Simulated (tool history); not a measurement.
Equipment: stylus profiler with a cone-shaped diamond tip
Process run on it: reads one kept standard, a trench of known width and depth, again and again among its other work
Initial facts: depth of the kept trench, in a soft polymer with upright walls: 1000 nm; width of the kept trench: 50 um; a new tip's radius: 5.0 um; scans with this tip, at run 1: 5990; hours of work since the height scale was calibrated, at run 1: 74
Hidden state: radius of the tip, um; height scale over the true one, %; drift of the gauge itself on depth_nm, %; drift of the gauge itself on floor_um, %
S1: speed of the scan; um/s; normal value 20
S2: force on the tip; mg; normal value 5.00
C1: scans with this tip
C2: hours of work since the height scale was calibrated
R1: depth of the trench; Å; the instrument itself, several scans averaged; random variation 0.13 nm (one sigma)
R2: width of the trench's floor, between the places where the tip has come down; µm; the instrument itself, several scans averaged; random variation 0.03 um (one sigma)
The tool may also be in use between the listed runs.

run,hour,S1,S2,C1,C2,R1,R2
1,0.0,20,5.00,5990,74,10179.8,42.51
2,31.0,20,5.00,6108,94,10180.8,42.48
3,51.7,20,5.00,6187,108,10181.4,42.45
4,85.7,16,5.00,6316,131,10178.8,42.43
5,126.5,16,5.00,6471,158,10178.9,42.39
6,165.7,6,5.00,6620,185,10180.3,42.44
7,192.2,6,5.00,6721,202,10177.2,42.45
8,210.3,6,5.00,6790,215,10178.8,42.42
9,250.4,20,5.00,6943,241,10178.0,42.31
10,279.2,7,3.11,7052,261,10126.5,42.36
11,320.9,54,5.00,7211,289,10174.5,42.18
12,347.2,73,1.68,7311,306,10082.2,41.90
13,388.8,73,1.68,7470,334,10079.5,41.92
14,422.3,39,2.20,7597,357,10098.4,42.06
15,459.3,22,2.32,7738,381,10097.3,42.06
16,483.0,40,11.89,7828,397,10317.4,42.15
17,507.5,37,6.46,7921,414,10207.6,42.07
18,531.9,11,6.46,8014,430,10209.7,42.17

Each row is a separate what-if for the run after 18, all from the same tool condition, not one after another. Results?
A,555.1,15,3.17,8103,446,?,?
B,555.1,67,11.81,8103,446,?,?
C,555.1,32,6.19,8103,446,?,?
D,555.1,11,11.44,8103,446,?,?

run,R1,R2
A,10122.7,42.13
B,10314.0,42.06
C,10200.0,42.08
D,10308.0,42.18
Without the tool's hidden state the same runs would have given:
run,R1,R2
A,10134.1,43.97
B,10325.7,43.89
C,10211.5,43.92
D,10319.6,44.02
